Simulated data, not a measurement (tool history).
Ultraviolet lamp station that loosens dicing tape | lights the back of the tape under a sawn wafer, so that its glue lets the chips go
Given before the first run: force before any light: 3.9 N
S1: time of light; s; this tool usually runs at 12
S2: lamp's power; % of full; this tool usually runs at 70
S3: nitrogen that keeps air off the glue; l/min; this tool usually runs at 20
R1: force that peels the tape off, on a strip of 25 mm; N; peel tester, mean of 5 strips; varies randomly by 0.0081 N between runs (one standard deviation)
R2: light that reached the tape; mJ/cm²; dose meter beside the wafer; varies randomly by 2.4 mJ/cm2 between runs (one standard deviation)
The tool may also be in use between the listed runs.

Run 1, day 0: usual settings. Result: R1 0.424 N, R2 226 mJ/cm².
Run 2, day 2.379: usual settings. Result: R1 0.416 N, R2 213 mJ/cm².
Run 3, day 5.425: usual settings but S3 7 l/min. Result: R1 0.894 N, R2 210 mJ/cm².
Run 4, day 7.704: usual settings but S1 16 s. Result: R1 0.313 N, R2 264 mJ/cm².
At day 11.562: window cleaned of glue's vapour.
Run 5, day 11.633: usual settings but S1 16 s. Result: R1 0.357 N, R2 241 mJ/cm².
Run 6, day 14.279: usual settings but S1 16 s. Result: R1 0.365 N, R2 234 mJ/cm².
Run 7, day 17.075: usual settings but S1 16 s. Result: R1 0.416 N, R2 220 mJ/cm².
At day 17.454: window cleaned of glue's vapour, once more.
Run 8, day 20.404: usual settings but S1 16 s. Result: R1 0.31 N, R2 276 mJ/cm².
Run 9, day 22.342: usual settings but S1 16 s. Result: R1 0.309 N, R2 266 mJ/cm².
Run 10, day 24.112: usual settings but S1 23 s. Result: R1 0.237 N, R2 371 mJ/cm².
Run 11, day 26.862: usual settings. Result: R1 0.515 N, R2 189 mJ/cm².
Run 12, day 28.733: usual settings. Result: R1 0.546 N, R2 181 mJ/cm².
At day 29.175: window cleaned of glue's vapour.
Run 13, day 32.5: usual settings. Result: R1 0.502 N, R2 196 mJ/cm².
Run 14, day 35.412: usual settings. Result: R1 0.534 N, R2 188 mJ/cm².
Run 15, day 38.783: usual settings. Result: R1 0.568 N, R2 181 mJ/cm².
Run 16, day 40.383: usual settings. Result: R1 0.593 N, R2 181 mJ/cm².
At day 40.758: window cleaned of glue's vapour.
Run 17, day 42.004: usual settings. Result: R1 0.49 N, R2 195 mJ/cm².
Run 18, day 45.029: usual settings but S1 17 s, S2 97 % of full, S3 18 l/min. Result: R1 0.257 N, R2 365 mJ/cm².
At day 46.971: lamp changed.
Run 19, day 48.258: usual settings but S1 10 s, S2 63 % of full, S3 27 l/min. Result: R1 0.452 N, R2 181 mJ/cm².
Run 20, day 50.442: usual settings but S1 10 s, S2 81 % of full, S3 27 l/min. Result: R1 0.346 N, R2 227 mJ/cm².
At day 52.496: window cleaned of glue's vapour.
Run 21, day 54.188: usual settings but S1 10 s, S2 73 % of full, S3 28 l/min. Result: R1 0.341 N, R2 224 mJ/cm².

3 options for the next run, each taken on its own from the tool as it stands now. Forecast them:
Run A, day 58.067: usual settings but S1 8 s, S2 73 % of full, S3 28 l/min. Result: R1 ?, R2 ?.
Run B, day 58.067: usual settings but S1 7 s. Result: R1 ?, R2 ?.
Run C, day 58.067: usual settings but S1 22 s. Result: R1 ?, R2 ?.

run     R1   R2
  A  0.524  168
  B  0.784  147
  C  0.212  445
What these runs would have given with no unlogged condition in the tool:
run     R1   R2
  A  0.448  187
  B  0.674  163
  C  0.207  497
